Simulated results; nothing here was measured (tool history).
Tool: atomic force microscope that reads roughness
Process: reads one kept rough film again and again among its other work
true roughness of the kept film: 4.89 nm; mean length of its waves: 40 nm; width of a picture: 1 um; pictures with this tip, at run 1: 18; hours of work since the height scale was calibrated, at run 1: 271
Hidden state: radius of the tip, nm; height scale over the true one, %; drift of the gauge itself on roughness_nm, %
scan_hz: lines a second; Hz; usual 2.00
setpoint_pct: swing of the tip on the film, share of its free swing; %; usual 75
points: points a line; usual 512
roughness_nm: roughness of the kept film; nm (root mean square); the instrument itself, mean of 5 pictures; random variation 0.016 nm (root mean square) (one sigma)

run,hour,scan_hz,setpoint_pct,points,pictures with this tip,hours of work since the height scale was calibrated,roughness_nm
1,0.0,2.00,75,512,18,271,3.659
2,26.8,2.00,75,512,55,283,3.279
3,53.0,2.00,75,512,91,295,2.970
# hour 55.8: new tip fitted
4,76.8,2.00,75,267,29,306,3.538
5,97.7,2.00,75,512,58,316,3.251
6,115.9,2.00,75,512,83,324,3.065
# hour 125.7: new tip fitted
7,132.7,2.00,75,512,9,332,3.764
8,147.9,2.00,75,512,30,339,3.587
9,165.8,2.00,75,425,55,347,3.304
10,189.9,2.00,75,512,89,358,3.056
# hour 194.4: new tip fitted
11,223.1,2.00,75,512,40,373,3.422
12,247.6,2.00,75,512,74,384,3.121
# hour 263.5: new tip fitted
13,279.4,2.00,75,512,22,399,3.617
14,295.5,2.00,75,512,45,406,3.358
15,329.0,1.89,72,502,91,421,3.059
# hour 332.6: new tip fitted
16,357.1,1.00,58,859,34,434,4.018
17,392.5,1.00,58,859,83,450,3.488
# hour 402.0: new tip fitted
18,418.1,1.00,58,859,22,462,4.066
19,442.4,2.46,60,852,56,473,3.531
# hour 445.1: height scale calibrated on a step standard
# hour 473.3: new tip fitted
20,474.7,2.00,68,512,2,13,4.058
21,504.6,2.32,68,482,44,27,3.484
22,528.7,2.32,68,482,77,38,3.191
# hour 543.5: new tip fitted
23,557.5,3.46,86,935,19,51,2.894
24,572.6,3.46,86,935,40,58,2.730
# hour 603.8: height scale calibrated on a step standard, once more
25,604.4,3.74,56,356,83,0,3.197
# hour 613.1: new tip fitted
26,636.7,3.03,66,884,33,15,3.537

4 ways to go on from here, each from the tool as it stands after run 26. What would each give?
A,667.0,3.03,66,708,75,29,?
B,667.0,1.34,60,884,75,29,?
C,667.0,3.03,88,977,75,29,?
D,667.0,0.99,59,512,75,29,?

run,roughness_nm
A,3.136
B,3.423
C,2.495
D,3.453
Without the tool's hidden state the same runs would have given:
run,roughness_nm
A,3.950
B,4.311
C,3.143
D,4.350

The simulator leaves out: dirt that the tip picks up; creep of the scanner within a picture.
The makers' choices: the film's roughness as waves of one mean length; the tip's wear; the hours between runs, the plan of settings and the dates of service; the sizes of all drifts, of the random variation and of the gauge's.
